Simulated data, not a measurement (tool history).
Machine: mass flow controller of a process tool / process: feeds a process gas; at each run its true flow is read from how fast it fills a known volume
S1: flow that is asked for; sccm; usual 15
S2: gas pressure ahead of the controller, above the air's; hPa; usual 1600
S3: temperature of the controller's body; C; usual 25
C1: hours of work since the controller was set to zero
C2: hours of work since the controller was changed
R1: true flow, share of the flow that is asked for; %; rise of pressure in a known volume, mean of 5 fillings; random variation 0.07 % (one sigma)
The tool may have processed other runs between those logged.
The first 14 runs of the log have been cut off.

{"run": 15, "day": 174.242, "S1": 14, "S2": 1600, "S3": 25, "C1": 7523, "C2": 7523, "R1": 91.75}
{"day": 182.829, "done": "controller's zero set anew"}
{"run": 16, "day": 186.875, "S1": 15, "S2": 1600, "S3": 25, "C1": 34, "C2": 7629, "R1": 95.75}
{"run": 17, "day": 201.179, "S1": 15, "S2": 1600, "S3": 25, "C1": 154, "C2": 7749, "R1": 95.66}
{"run": 18, "day": 217.983, "S1": 15, "S2": 1600, "S3": 25, "C1": 295, "C2": 7890, "R1": 95.54}
{"run": 19, "day": 229.733, "S1": 15, "S2": 1600, "S3": 25, "C1": 394, "C2": 7989, "R1": 95.51}
{"run": 20, "day": 248.079, "S1": 15, "S2": 2610, "S3": 25, "C1": 548, "C2": 8143, "R1": 94.93}
{"run": 21, "day": 261.721, "S1": 15, "S2": 1600, "S3": 25, "C1": 662, "C2": 8257, "R1": 95.17}
{"run": 22, "day": 273.858, "S1": 15, "S2": 1600, "S3": 25, "C1": 764, "C2": 8359, "R1": 95.2}
{"run": 23, "day": 289.467, "S1": 7, "S2": 1600, "S3": 25, "C1": 895, "C2": 8490, "R1": 94.08}
{"run": 24, "day": 307.833, "S1": 7, "S2": 1600, "S3": 25, "C1": 1049, "C2": 8644, "R1": 93.76}
{"run": 25, "day": 323.454, "S1": 7, "S2": 1600, "S3": 25, "C1": 1181, "C2": 8776, "R1": 93.64}
{"run": 26, "day": 335.017, "S1": 15, "S2": 1600, "S3": 28, "C1": 1278, "C2": 8873, "R1": 94.57}
{"run": 27, "day": 349.612, "S1": 17, "S2": 1600, "S3": 28, "C1": 1400, "C2": 8995, "R1": 94.7}
{"run": 28, "day": 367.533, "S1": 17, "S2": 1600, "S3": 28, "C1": 1551, "C2": 9146, "R1": 94.52}
{"run": 29, "day": 385.238, "S1": 5, "S2": 2490, "S3": 28, "C1": 1699, "C2": 9294, "R1": 91.42}
{"run": 30, "day": 393.917, "S1": 5, "S2": 2490, "S3": 28, "C1": 1772, "C2": 9367, "R1": 91.18}
{"run": 31, "day": 406.25, "S1": 5, "S2": 2490, "S3": 28, "C1": 1876, "C2": 9471, "R1": 91.21}
{"run": 32, "day": 416.292, "S1": 15, "S2": 1600, "S3": 37, "C1": 1960, "C2": 9555, "R1": 93.25}
{"run": 33, "day": 431.221, "S1": 50, "S2": 1830, "S3": 29, "C1": 2085, "C2": 9680, "R1": 96.79}
{"run": 34, "day": 440.517, "S1": 20, "S2": 1830, "S3": 28, "C1": 2163, "C2": 9758, "R1": 94.3}

What will run 35 give?
{"run": 35, "day": 452.329, "S1": 20, "S2": 1830, "S3": 28, "C1": 2262, "C2": 9857, "R1": "?"}

{"run 35": {"R1": 94.26}}
Had the tool carried no hidden state, the very same run would have given R1 97.96 %.
